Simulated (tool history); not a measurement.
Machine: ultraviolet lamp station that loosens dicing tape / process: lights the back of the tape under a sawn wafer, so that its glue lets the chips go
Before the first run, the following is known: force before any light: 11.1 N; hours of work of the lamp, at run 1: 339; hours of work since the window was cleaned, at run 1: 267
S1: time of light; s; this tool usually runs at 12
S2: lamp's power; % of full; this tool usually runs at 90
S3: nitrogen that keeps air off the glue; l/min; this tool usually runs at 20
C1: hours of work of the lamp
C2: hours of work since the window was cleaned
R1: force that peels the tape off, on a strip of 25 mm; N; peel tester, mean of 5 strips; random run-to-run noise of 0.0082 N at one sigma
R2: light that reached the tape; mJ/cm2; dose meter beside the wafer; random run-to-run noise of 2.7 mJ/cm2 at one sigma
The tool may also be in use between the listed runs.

run	hour	S1	S2	S3	C1	C2	R1	R2
1	0.0	12	90	20	339	267	0.539	300
# hour 33.2: window cleaned of glue's vapour
2	83.4	12	90	20	403	39	0.624	279
3	129.7	12	90	20	440	75	0.676	270
4	210.6	12	90	20	503	138	0.748	266
# hour 231.0: window cleaned of glue's vapour, once more
5	287.4	12	90	20	562	44	0.558	293
6	387.3	12	90	20	640	122	0.606	280
7	476.9	12	90	20	710	192	0.672	268
8	534.8	12	90	34	755	237	0.440	265
# hour 608.6: window cleaned of glue's vapour
9	622.7	12	90	20	823	11	0.681	271
10	677.1	12	90	20	865	53	0.754	264
# hour 757.6: lamp changed
11	763.2	12	69	20	4	120	0.779	261
12	812.2	12	69	20	43	158	0.797	254
13	863.1	12	69	20	82	197	0.829	247
14	923.7	12	90	20	129	245	0.428	320
# hour 984.6: window cleaned of glue's vapour
15	992.8	12	90	20	183	6	0.386	332
16	1084.7	12	67	9	254	78	1.888	231
17	1158.1	12	67	9	312	135	1.981	233
18	1239.5	12	67	9	375	199	2.096	222
19	1284.6	12	67	9	410	234	2.128	219
# hour 1361.2: window cleaned of glue's vapour
20	1381.0	10	91	20	485	15	0.817	255
21	1479.4	10	90	37	562	92	0.514	239
22	1577.2	10	90	37	638	168	0.612	226
23	1631.0	15	63	20	680	210	0.947	238
24	1683.2	11	69	10	720	251	2.558	183
25	1730.3	12	75	30	757	288	0.852	214
# hour 1739.5: window cleaned of glue's vapour
26	1831.6	12	71	12	836	72	1.908	203
27	1885.5	13	86	32	878	114	0.473	264
# hour 1951.2: lamp changed
28	1984.9	23	76	11	26	190	0.198	537

What if the next run were any one of these 5? Each begins from the tool's condition after run 28:
A	2048.2	8	76	14	76	240	?	?
B	2048.2	15	72	20	76	240	?	?
C	2048.2	11	78	19	76	240	?	?
D	2048.2	12	65	11	76	240	?	?
E	2048.2	12	90	32	76	240	?	?

run	R1	R2
A	2.102	183
B	0.411	322
C	0.828	260
D	1.628	238
E	0.245	327
With no hidden state in the tool, these same runs would have given:
run	R1	R2
A	1.833	199
B	0.325	350
C	0.675	281
D	1.390	258
E	0.193	355
